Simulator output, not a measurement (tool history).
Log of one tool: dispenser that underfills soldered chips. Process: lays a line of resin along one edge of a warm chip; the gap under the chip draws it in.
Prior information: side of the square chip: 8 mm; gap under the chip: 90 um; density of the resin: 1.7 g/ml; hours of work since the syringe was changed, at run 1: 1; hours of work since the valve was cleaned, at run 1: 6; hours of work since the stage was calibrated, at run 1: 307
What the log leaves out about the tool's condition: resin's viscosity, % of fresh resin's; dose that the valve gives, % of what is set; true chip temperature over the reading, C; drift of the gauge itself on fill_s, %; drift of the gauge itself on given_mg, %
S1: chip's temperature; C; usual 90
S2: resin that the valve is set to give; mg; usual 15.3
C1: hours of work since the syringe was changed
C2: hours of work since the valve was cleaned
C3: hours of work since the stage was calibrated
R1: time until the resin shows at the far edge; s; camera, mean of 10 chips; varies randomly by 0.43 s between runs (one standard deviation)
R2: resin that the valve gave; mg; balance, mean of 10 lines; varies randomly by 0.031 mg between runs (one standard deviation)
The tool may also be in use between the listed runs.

run,hour,S1,S2,C1,C2,C3,R1,R2
1,0.0,90,15.3,1,6,307,35.0,15.23
# hour 8.4: new syringe of resin
2,9.2,90,15.3,0,11,313,33.5,15.16
# hour 19.2: new syringe of resin
3,22.0,90,15.3,2,19,320,34.4,15.13
# hour 29.8: new syringe of resin
4,34.0,90,15.3,3,26,328,37.4,15.06
# hour 40.6: new syringe of resin
5,45.9,90,15.3,3,33,335,37.3,14.93
# hour 52.0: new syringe of resin
6,54.3,90,15.3,1,38,340,33.5,14.95
# hour 62.9: new syringe of resin
7,63.9,87,15.3,1,44,345,37.2,14.83
# hour 73.5: new syringe of resin
8,76.9,87,15.3,2,52,353,41.8,14.83
# hour 81.7: dispensing valve cleaned and set on the balance
# hour 85.0: new syringe of resin
9,86.0,87,18.5,1,3,358,37.9,18.38
# hour 95.4: new syringe of resin
10,96.8,87,18.5,1,9,365,37.6,18.30
# hour 106.7: new syringe of resin
11,106.7,87,18.5,0,15,371,35.5,18.31
12,115.6,87,18.5,6,20,376,46.5,18.24
# hour 117.5: new syringe of resin
# hour 128.0: new syringe of resin
13,129.8,78,15.3,1,29,384,56.2,14.99
# hour 138.7: new syringe of resin
14,141.8,78,15.3,2,36,392,59.4,14.90
# hour 149.0: new syringe of resin
15,149.4,78,15.3,0,41,396,56.0,14.88
16,158.8,90,15.3,6,46,402,44.1,14.80
# hour 160.0: new syringe of resin
# hour 170.5: new syringe of resin
17,171.7,90,15.3,1,54,410,33.7,14.78
# hour 173.5: dispensing valve cleaned and set on the balance
# hour 182.3: new syringe of resin
18,184.1,90,15.3,1,6,416,34.3,15.26
# hour 193.1: new syringe of resin
19,197.4,86,15.9,3,14,424,45.2,15.65
# hour 203.6: new syringe of resin
20,204.9,86,15.9,1,19,429,40.5,15.75
# hour 214.2: new syringe of resin
21,216.9,90,16.9,2,26,436,35.6,16.62
# hour 224.6: new syringe of resin
22,228.3,90,16.9,2,33,443,35.8,16.52
# hour 236.0: new syringe of resin
23,238.0,90,16.9,1,39,449,34.5,16.47
24,244.3,103,15.3,5,43,453,25.3,14.93
# hour 246.4: new syringe of resin
# hour 257.5: new syringe of resin
25,258.1,77,18.8,0,51,461,58.3,18.24
# hour 264.9: dispensing valve cleaned and set on the balance
# hour 269.0: new syringe of resin
# hour 272.8: stage's temperature calibrated
26,274.0,77,19.2,2,5,1,59.3,19.11
# hour 280.8: new syringe of resin
27,286.0,82,18.9,3,12,8,48.8,18.77
# hour 291.2: new syringe of resin
28,299.7,81,15.3,5,20,16,55.6,15.10
# hour 301.5: new syringe of resin
29,310.5,101,13.9,6,27,23,26.0,13.64
# hour 311.9: new syringe of resin
30,319.5,75,16.4,5,32,28,73.1,16.04
# hour 322.4: new syringe of resin
# hour 332.8: new syringe of resin
31,333.0,92,14.5,0,40,36,28.9,14.14
# hour 344.2: new syringe of resin
32,344.9,92,16.8,0,47,43,28.0,16.30
# hour 354.9: new syringe of resin
# hour 357.4: dispensing valve cleaned and set on the balance
33,358.6,103,18.9,2,1,51,18.9,18.84

Alternative continuations, all from the tool just after run 33; predict every row:
A,364.3,84,18.3,5,4,54,?,?
B,364.3,81,13.1,5,4,54,?,?
C,364.3,78,15.9,5,4,54,?,?
D,364.3,84,15.3,5,4,54,?,?
E,364.3,89,19.6,5,4,54,?,?

run,R1,R2
A,49.1,18.24
B,58.8,13.09
C,64.0,15.86
D,50.9,15.26
E,39.1,19.57
The same runs, with their run-to-run variation unchanged, on a tool lacking any hidden condition would have given:
run,R1,R2
A,38.3,18.30
B,45.8,13.13
C,49.9,15.92
D,39.7,15.31
E,30.4,19.64

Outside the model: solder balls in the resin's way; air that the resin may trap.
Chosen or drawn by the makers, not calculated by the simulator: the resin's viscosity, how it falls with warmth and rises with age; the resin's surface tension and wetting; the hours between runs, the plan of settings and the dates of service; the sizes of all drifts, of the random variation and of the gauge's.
